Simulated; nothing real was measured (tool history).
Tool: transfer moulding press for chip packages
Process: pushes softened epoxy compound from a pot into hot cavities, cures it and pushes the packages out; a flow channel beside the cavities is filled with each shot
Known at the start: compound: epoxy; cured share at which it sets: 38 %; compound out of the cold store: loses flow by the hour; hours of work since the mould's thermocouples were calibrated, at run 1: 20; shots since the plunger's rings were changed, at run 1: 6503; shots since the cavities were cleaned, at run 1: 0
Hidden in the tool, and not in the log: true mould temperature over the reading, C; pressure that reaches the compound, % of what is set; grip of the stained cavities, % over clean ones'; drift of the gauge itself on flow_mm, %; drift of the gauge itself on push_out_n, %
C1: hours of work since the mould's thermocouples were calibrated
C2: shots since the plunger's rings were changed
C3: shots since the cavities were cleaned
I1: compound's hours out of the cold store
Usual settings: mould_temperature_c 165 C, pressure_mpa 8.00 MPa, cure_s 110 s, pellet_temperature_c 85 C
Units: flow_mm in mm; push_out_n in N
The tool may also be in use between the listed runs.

Run 1, hour 0.0: usual settings; C1 20; C2 6503; C3 0; I1 47.0. Result: flow_mm 453 mm, push_out_n 348 N.
Run 2, hour 22.4: usual settings; C1 30; C2 6651; C3 148; I1 20.2. Result: flow_mm 515 mm, push_out_n 421 N.
Run 3, hour 33.3: usual settings but mould_temperature_c 167 C; C1 34; C2 6722; C3 219; I1 8.7. Result: flow_mm 556 mm, push_out_n 429 N.
At hour 43.1: plunger's sealing rings changed.
Run 4, hour 51.0: usual settings but mould_temperature_c 167 C; C1 41; C2 52; C3 319; I1 12.9. Result: flow_mm 621 mm, push_out_n 441 N.
Run 5, hour 62.5: usual settings but mould_temperature_c 167 C; C1 45; C2 128; C3 395; I1 26.9. Result: flow_mm 571 mm, push_out_n 465 N.
Run 6, hour 73.9: usual settings; C1 50; C2 203; C3 470; I1 30.9. Result: flow_mm 560 mm, push_out_n 514 N.
Run 7, hour 92.8: usual settings; C1 58; C2 327; C3 594; I1 9.5. Result: flow_mm 641 mm, push_out_n 596 N.
At hour 98.1: cavities cleaned with cleaning compound and waxed.
Run 8, hour 107.6: usual settings; C1 63; C2 415; C3 63; I1 12.9. Result: flow_mm 619 mm, push_out_n 387 N.
Run 9, hour 122.7: usual settings but mould_temperature_c 167 C; C1 70; C2 514; C3 162; I1 27.6. Result: flow_mm 569 mm, push_out_n 406 N.
Run 10, hour 135.8: usual settings; C1 75; C2 600; C3 248; I1 35.6. Result: flow_mm 544 mm, push_out_n 457 N.
Run 11, hour 151.6: usual settings; C1 81; C2 703; C3 351; I1 18.3. Result: flow_mm 603 mm, push_out_n 518 N.
Run 12, hour 162.2: usual settings; C1 86; C2 773; C3 421; I1 34.8. Result: flow_mm 544 mm, push_out_n 528 N.
Run 13, hour 184.8: usual settings; C1 95; C2 922; C3 570; I1 27.0. Result: flow_mm 569 mm, push_out_n 564 N.
At hour 194.1: cavities cleaned with cleaning compound and waxed.
Run 14, hour 210.2: usual settings but pressure_mpa 8.76 MPa; C1 105; C2 1079; C3 106; I1 26.8. Result: flow_mm 591 mm, push_out_n 394 N.
Run 15, hour 225.6: usual settings but pressure_mpa 8.76 MPa; C1 111; C2 1180; C3 207; I1 12.5. Result: flow_mm 641 mm, push_out_n 439 N.
Run 16, hour 250.0: usual settings but pressure_mpa 6.04 MPa; C1 122; C2 1341; C3 368; I1 35.2. Result: flow_mm 471 mm, push_out_n 508 N.
Run 17, hour 269.1: usual settings but mould_temperature_c 162 C, pressure_mpa 8.08 MPa, cure_s 113 s; C1 129; C2 1466; C3 493; I1 36.6. Result: flow_mm 549 mm, push_out_n 572 N.
At hour 291.2: cavities cleaned with cleaning compound and waxed.
Run 18, hour 293.0: usual settings but mould_temperature_c 162 C, pressure_mpa 8.08 MPa, cure_s 113 s; C1 139; C2 1614; C3 13; I1 15.4. Result: flow_mm 615 mm, push_out_n 397 N.
Run 19, hour 315.2: usual settings but mould_temperature_c 162 C, pressure_mpa 8.08 MPa, cure_s 113 s; C1 148; C2 1759; C3 158; I1 35.0. Result: flow_mm 541 mm, push_out_n 458 N.
Run 20, hour 326.5: usual settings but mould_temperature_c 162 C, pressure_mpa 6.68 MPa, cure_s 113 s, pellet_temperature_c 79 C; C1 152; C2 1833; C3 232; I1 40.7. Result: flow_mm 480 mm, push_out_n 483 N.
Run 21, hour 350.9: usual settings but mould_temperature_c 162 C, pressure_mpa 6.68 MPa, cure_s 113 s, pellet_temperature_c 79 C; C1 163; C2 1994; C3 393; I1 31.4. Result: flow_mm 504 mm, push_out_n 568 N.
Run 22, hour 367.6: usual settings but mould_temperature_c 162 C, pressure_mpa 6.68 MPa, cure_s 113 s, pellet_temperature_c 79 C; C1 169; C2 2104; C3 503; I1 44.2. Result: flow_mm 470 mm, push_out_n 604 N.
At hour 386.7: cavities cleaned with cleaning compound and waxed.
Run 23, hour 388.9: usual settings but mould_temperature_c 161 C, pressure_mpa 6.56 MPa, cure_s 135 s, pellet_temperature_c 79 C; C1 178; C2 2234; C3 14; I1 25.7. Result: flow_mm 515 mm, push_out_n 331 N.
Run 24, hour 404.6: usual settings but pressure_mpa 8.34 MPa; C1 184; C2 2337; C3 117; I1 44.3. Result: flow_mm 516 mm, push_out_n 403 N.
Run 25, hour 425.7: usual settings but mould_temperature_c 167 C, cure_s 94 s, pellet_temperature_c 75 C; C1 193; C2 2476; C3 256; I1 25.5. Result: flow_mm 558 mm, push_out_n 528 N.
Run 26, hour 440.4: usual settings but mould_temperature_c 167 C, cure_s 94 s, pellet_temperature_c 75 C; C1 199; C2 2572; C3 352; I1 8.1. Result: flow_mm 608 mm, push_out_n 601 N.
Run 27, hour 459.1: usual settings but mould_temperature_c 171 C, pressure_mpa 9.62 MPa, cure_s 147 s, pellet_temperature_c 93 C; C1 207; C2 2696; C3 476; I1 39.6. Result: flow_mm 548 mm, push_out_n 450 N.
At hour 482.4: cavities cleaned with cleaning compound and waxed.
Run 28, hour 482.8: usual settings but cure_s 115 s, pellet_temperature_c 77 C; C1 216; C2 2841; C3 2; I1 36.6. Result: flow_mm 524 mm, push_out_n 341 N.
Run 29, hour 506.8: usual settings but mould_temperature_c 161 C, pressure_mpa 6.01 MPa, cure_s 138 s, pellet_temperature_c 82 C; C1 226; C2 2999; C3 160; I1 20.0. Result: flow_mm 499 mm, push_out_n 409 N.

How the hidden state differs across the entries between the runs, from the last listed run before each to the first after it:
Between runs 3 and 4: plunger's sealing rings changed (hour 43.1)
  true mould temperature over the reading, C: -0.09 -> -0.1; pressure that reaches the compound, % of what is set: 74.49 -> 99.52; grip of the stained cavities, % over clean ones': 30.9 -> 40.5
  measured less the result without the state, flow_mm: -88 -> -1 mm; push_out_n: +103 -> +128 N
Between runs 7 and 8: cavities cleaned with cleaning compound and waxed (hour 98.1)
  true mould temperature over the reading, C: -0.11 -> -0.12; pressure that reaches the compound, % of what is set: 98.46 -> 98.13; grip of the stained cavities, % over clean ones': 61.5 -> 11.6
  measured less the result without the state, flow_mm: -4 -> -5 mm; push_out_n: +228 -> +42 N
Between runs 13 and 14: cavities cleaned with cleaning compound and waxed (hour 194.1)
  true mould temperature over the reading, C: -0.16 -> -0.17; pressure that reaches the compound, % of what is set: 96.17 -> 95.55; grip of the stained cavities, % over clean ones': 60.9 -> 15.8
  measured less the result without the state, flow_mm: -10 -> -13 mm; push_out_n: +217 -> +56 N
Between runs 17 and 18: cavities cleaned with cleaning compound and waxed (hour 291.2)
  true mould temperature over the reading, C: -0.2 -> -0.21; pressure that reaches the compound, % of what is set: 94.07 -> 93.49; grip of the stained cavities, % over clean ones': 54.1 -> 2.9
  measured less the result without the state, flow_mm: -17 -> -20 mm; push_out_n: +203 -> +16 N
Between runs 22 and 23: cavities cleaned with cleaning compound and waxed (hour 386.7)
  true mould temperature over the reading, C: -0.25 -> -0.26; pressure that reaches the compound, % of what is set: 91.54 -> 91.02; grip of the stained cavities, % over clean ones': 56.1 -> 4.6
  measured less the result without the state, flow_mm: -21 -> -23 mm; push_out_n: +220 -> +18 N
Between runs 27 and 28: cavities cleaned with cleaning compound and waxed (hour 482.4)
  true mould temperature over the reading, C: -0.29 -> -0.3; pressure that reaches the compound, % of what is set: 89.1 -> 88.54; grip of the stained cavities, % over clean ones': 54.2 -> 1.4
  measured less the result without the state, flow_mm: -32 -> -32 mm; push_out_n: +157 -> +8 N

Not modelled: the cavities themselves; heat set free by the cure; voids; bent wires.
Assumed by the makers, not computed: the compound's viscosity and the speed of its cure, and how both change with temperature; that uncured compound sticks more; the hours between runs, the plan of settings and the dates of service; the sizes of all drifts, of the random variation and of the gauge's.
